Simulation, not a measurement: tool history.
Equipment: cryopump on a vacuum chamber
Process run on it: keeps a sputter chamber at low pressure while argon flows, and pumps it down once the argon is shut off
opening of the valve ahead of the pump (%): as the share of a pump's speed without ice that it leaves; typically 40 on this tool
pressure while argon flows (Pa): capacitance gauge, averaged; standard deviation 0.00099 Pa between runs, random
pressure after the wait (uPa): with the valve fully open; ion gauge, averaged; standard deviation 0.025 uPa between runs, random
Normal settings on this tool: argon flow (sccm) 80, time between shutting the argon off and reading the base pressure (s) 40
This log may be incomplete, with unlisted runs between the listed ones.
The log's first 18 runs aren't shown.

run    hour  argon flow (sccm)  time between shutting the argon off and reading the base pressure (s)  opening of the valve ahead of the pump (%)  hours of work since the pump was warmed up and emptied  hours of work since the cold head was overhauled  hours of work since the chamber's fittings were tightened  pressure while argon flows (Pa)  pressure after the wait (uPa)
 19  1497.8                 80                                                                    170                                          40                                                     793                                              1887                                                       1024                           0.2375                           2.24
 20  1558.6                 91                                                                    131                                          51                                                     840                                              1935                                                       1072                           0.2175                           2.39
 21  1630.9                 85                                                                     56                                          23                                                     897                                              1991                                                       1128                           0.4241                           2.89
 22  1694.1                 55                                                                     25                                          46                                                     946                                              2041                                                       1177                           0.1489                            3.7
 23  1752.4                 55                                                                     25                                          46                                                     991                                              2086                                                       1223                           0.1479                           3.76
 24  1821.1                 55                                                                     25                                          46                                                    1045                                              2140                                                       1276                           0.1509                           3.92
 25  1876.2                 42                                                                     21                                          40                                                    1088                                              2183                                                       1319                           0.1299                           4.15
     1887.2  -- pump warmed up, emptied and cooled again
 26  1952.7                 49                                                                    234                                          40                                                      51                                              2238                                                       1375                           0.1342                           2.28
 27  2046.6                 49                                                                    234                                          40                                                     124                                              2311                                                       1448                           0.1344                           2.39
 28  2096.5                159                                                                     22                                          15                                                     163                                              2350                                                       1487                           1.1461                           3.82
 29  2149.1                 36                                                                    114                                          40                                                     204                                              2391                                                       1528                           0.1004                           2.72
 30  2203.8                112                                                                    165                                          25                                                     247                                              2434                                                       1571                           0.4894                           2.73
 31    2259                120                                                                    118                                          36                                                     290                                              2477                                                       1614                           0.3702                           2.91
 32  2327.1                120                                                                    118                                          36                                                     343                                              2530                                                       1667                            0.372                           3.05
 33  2446.6                139                                                                     42                                          36                                                     436                                              2623                                                       1760                           0.4334                           3.83
 34  2499.2                115                                                                     65                                          51                                                     477                                              2664                                                       1801                           0.2601                           3.69

Forecast each of these 3 alternatives for the next run:
     2555.7  -- leaking fittings of the chamber tightened, without venting
  A  2576.1                 80                                                                     40                                          52                                                     536                                              2723                                                         16                                ?                              ?
     2555.7  -- leaking fittings of the chamber tightened, without venting
  B  2576.1                 80                                                                     40                                          18                                                     536                                              2723                                                         16                                ?                              ?
     2555.7  -- leaking fittings of the chamber tightened, without venting
  C  2576.1                 51                                                                     30                                          40                                                     536                                              2723                                                         16                                ?                              ?

run  pressure while argon flows (Pa)  pressure after the wait (uPa)
  A                           0.1799                           1.09
  B                           0.4923                           1.05
  C                           0.1461                            1.4
What these runs would have given with no unlogged condition in the tool:
run  pressure while argon flows (Pa)  pressure after the wait (uPa)
  A                           0.1649                           1.01
  B                           0.4772                           0.97
  C                           0.1364                           1.31
